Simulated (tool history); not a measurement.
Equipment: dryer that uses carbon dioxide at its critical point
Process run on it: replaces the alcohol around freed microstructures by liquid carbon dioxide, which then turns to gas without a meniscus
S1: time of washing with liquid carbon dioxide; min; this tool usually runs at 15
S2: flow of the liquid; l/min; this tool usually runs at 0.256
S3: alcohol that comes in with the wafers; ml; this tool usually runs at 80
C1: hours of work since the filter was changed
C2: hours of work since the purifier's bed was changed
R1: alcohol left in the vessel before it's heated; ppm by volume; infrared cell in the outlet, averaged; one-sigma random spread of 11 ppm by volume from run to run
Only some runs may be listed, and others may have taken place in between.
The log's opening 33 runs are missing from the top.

| run | hour | S1 | S2 | S3 | C1 | C2 | R1 |
|---|---|---|---|---|---|---|---|
| 34 | 314.6 | 21 | 0.256 | 80 | 310 | 170 | 237 |
| 35 | 325.4 | 15 | 0.184 | 80 | 313 | 173 | 4735 |
| 36 | 334.8 | 15 | 0.184 | 80 | 316 | 176 | 4642 |
| 37 | 343.0 | 13 | 0.323 | 80 | 319 | 179 | 866 |
| 38 | 356.7 | 12 | 0.310 | 94 | 323 | 183 | 1756 |
| 39 | 362.5 | 12 | 0.310 | 74 | 325 | 185 | 1449 |
| 40 | 375.3 | 18 | 0.389 | 35 | 329 | 189 | 94 |
| 41 | 384.5 | 18 | 0.389 | 35 | 332 | 192 | 90 |
| 42 | 396.2 | 18 | 0.389 | 35 | 336 | 195 | 84 |
| 43 | 408.5 | 18 | 0.389 | 35 | 340 | 199 | 95 |
| 44 | 416.6 | 12 | 0.230 | 56 | 342 | 202 | 3585 |

Consider 4 possible next runs. They are alternatives, not a sequence: every one starts from the tool as it was left by run 44. What does each give?
| A | 430.0 | 10 | 0.391 | 35 | 347 | 206 | ? |
| B | 430.0 | 18 | 0.274 | 34 | 347 | 206 | ? |
| C | 430.0 | 12 | 0.230 | 116 | 347 | 206 | ? |
| D | 430.0 | 15 | 0.256 | 53 | 347 | 206 | ? |

| run | R1 |
|---|---|
| A | 627 |
| B | 217 |
| C | 7247 |
| D | 913 |
Without the tool's unlogged condition, the same runs would have read:
| run | R1 |
|---|---|
| A | 278 |
| B | 63 |
| C | 4423 |
| D | 433 |
